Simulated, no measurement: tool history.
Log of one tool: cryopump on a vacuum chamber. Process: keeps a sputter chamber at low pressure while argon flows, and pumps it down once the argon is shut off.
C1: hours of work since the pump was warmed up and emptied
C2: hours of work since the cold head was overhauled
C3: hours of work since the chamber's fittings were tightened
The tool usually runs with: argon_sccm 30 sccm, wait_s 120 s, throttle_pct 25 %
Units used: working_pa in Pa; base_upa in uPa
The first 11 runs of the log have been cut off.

Run 12, hour 145: usual settings; C1 35; C2 566; C3 624. Result: working_pa 0.117 Pa, base_upa 1.07 uPa.
Run 13, hour 161.5: usual settings; C1 48; C2 579; C3 637. Result: working_pa 0.1163 Pa, base_upa 1.02 uPa.
Run 14, hour 172: usual settings; C1 56; C2 587; C3 645. Result: working_pa 0.1167 Pa, base_upa 1.02 uPa.
Run 15, hour 184.7: usual settings but argon_sccm 21 sccm; C1 66; C2 597; C3 655. Result: working_pa 0.0817 Pa, base_upa 1.02 uPa.
Run 16, hour 195.9: usual settings; C1 74; C2 605; C3 663. Result: working_pa 0.1176 Pa, base_upa 1.09 uPa.
Run 17, hour 211.1: usual settings; C1 86; C2 617; C3 675. Result: working_pa 0.1168 Pa, base_upa 1.05 uPa.
Run 18, hour 219.9: usual settings; C1 93; C2 624; C3 682. Result: working_pa 0.1175 Pa, base_upa 1.05 uPa.
Run 19, hour 232.1: usual settings but argon_sccm 27 sccm, wait_s 21 s, throttle_pct 46 %; C1 102; C2 634; C3 691. Result: working_pa 0.0585 Pa, base_upa 4.02 uPa.
Run 20, hour 245.8: usual settings but argon_sccm 27 sccm, wait_s 66 s, throttle_pct 26 %; C1 113; C2 644; C3 702. Result: working_pa 0.102 Pa, base_upa 1.6 uPa.
Run 21, hour 264.4: usual settings but argon_sccm 35 sccm, wait_s 51 s, throttle_pct 56 %; C1 127; C2 658; C3 716. Result: working_pa 0.0625 Pa, base_upa 1.93 uPa.
Run 22, hour 278.7: usual settings but argon_sccm 35 sccm, wait_s 51 s, throttle_pct 56 %; C1 138; C2 670; C3 727. Result: working_pa 0.0632 Pa, base_upa 1.96 uPa.
Run 23, hour 295.2: usual settings but argon_sccm 35 sccm, wait_s 88 s; C1 151; C2 682; C3 740. Result: working_pa 0.138 Pa, base_upa 1.37 uPa.
Run 24, hour 307.1: usual settings but argon_sccm 35 sccm, wait_s 88 s; C1 160; C2 692; C3 749. Result: working_pa 0.1369 Pa, base_upa 1.3 uPa.
Run 25, hour 314.9: usual settings but argon_sccm 19 sccm, wait_s 167 s, throttle_pct 33 %; C1 166; C2 698; C3 755. Result: working_pa 0.0565 Pa, base_upa 0.93 uPa.
Run 26, hour 325.2: usual settings but argon_sccm 12 sccm, wait_s 271 s, throttle_pct 15 %; C1 174; C2 706; C3 763. Result: working_pa 0.0787 Pa, base_upa 0.71 uPa.
Run 27, hour 336.8: usual settings but argon_sccm 13 sccm, wait_s 184 s; C1 183; C2 715; C3 772. Result: working_pa 0.0508 Pa, base_upa 0.92 uPa.
Run 28, hour 351.2: usual settings but argon_sccm 28 sccm, wait_s 24 s; C1 194; C2 726; C3 784. Result: working_pa 0.1097 Pa, base_upa 3.65 uPa.
Run 29, hour 362.3: usual settings but argon_sccm 14 sccm, wait_s 24 s; C1 203; C2 734; C3 792. Result: working_pa 0.0553 Pa, base_upa 3.7 uPa.
Run 30, hour 371.1: usual settings but argon_sccm 14 sccm, wait_s 24 s; C1 210; C2 741; C3 799. Result: working_pa 0.055 Pa, base_upa 3.69 uPa.
Run 31, hour 379.8: usual settings but argon_sccm 14 sccm, wait_s 22 s, throttle_pct 19 %; C1 217; C2 748; C3 806. Result: working_pa 0.0732 Pa, base_upa 3.9 uPa.
Run 32, hour 398.2: usual settings but wait_s 169 s, throttle_pct 48 %; C1 231; C2 762; C3 820. Result: working_pa 0.0633 Pa, base_upa 0.93 uPa.
Run 33, hour 409.2: usual settings but argon_sccm 48 sccm, wait_s 185 s, throttle_pct 50 %; C1 239; C2 771; C3 828. Result: working_pa 0.0965 Pa, base_upa 0.94 uPa.

Alternative continuations, all from the tool just after run 33; predict every row:
Run A, hour 426.2: usual settings but argon_sccm 45 sccm; C1 252; C2 784; C3 842. Result: working_pa ?, base_upa ?.
Run B, hour 426.2: usual settings but argon_sccm 54 sccm, wait_s 92 s, throttle_pct 42 %; C1 252; C2 784; C3 842. Result: working_pa ?, base_upa ?.
Run C, hour 426.2: usual settings but argon_sccm 48 sccm, wait_s 60 s, throttle_pct 22 %; C1 252; C2 784; C3 842. Result: working_pa ?, base_upa ?.
Run D, hour 426.2: usual settings but argon_sccm 41 sccm, wait_s 190 s, throttle_pct 19 %; C1 252; C2 784; C3 842. Result: working_pa ?, base_upa ?.
Run E, hour 426.2: usual settings but argon_sccm 57 sccm, wait_s 134 s, throttle_pct 15 %; C1 252; C2 784; C3 842. Result: working_pa ?, base_upa ?.

run  working_pa  base_upa
  A      0.1791      1.13
  B      0.1295      1.35
  C      0.2162      1.79
  D       0.213      0.86
  E      0.3739      1.06
With no hidden state in the tool, these same runs would have given:
run  working_pa  base_upa
  A      0.1751      0.82
  B      0.1247      1.03
  C      0.2119      1.46
  D      0.2094      0.54
  E      0.3688      0.74
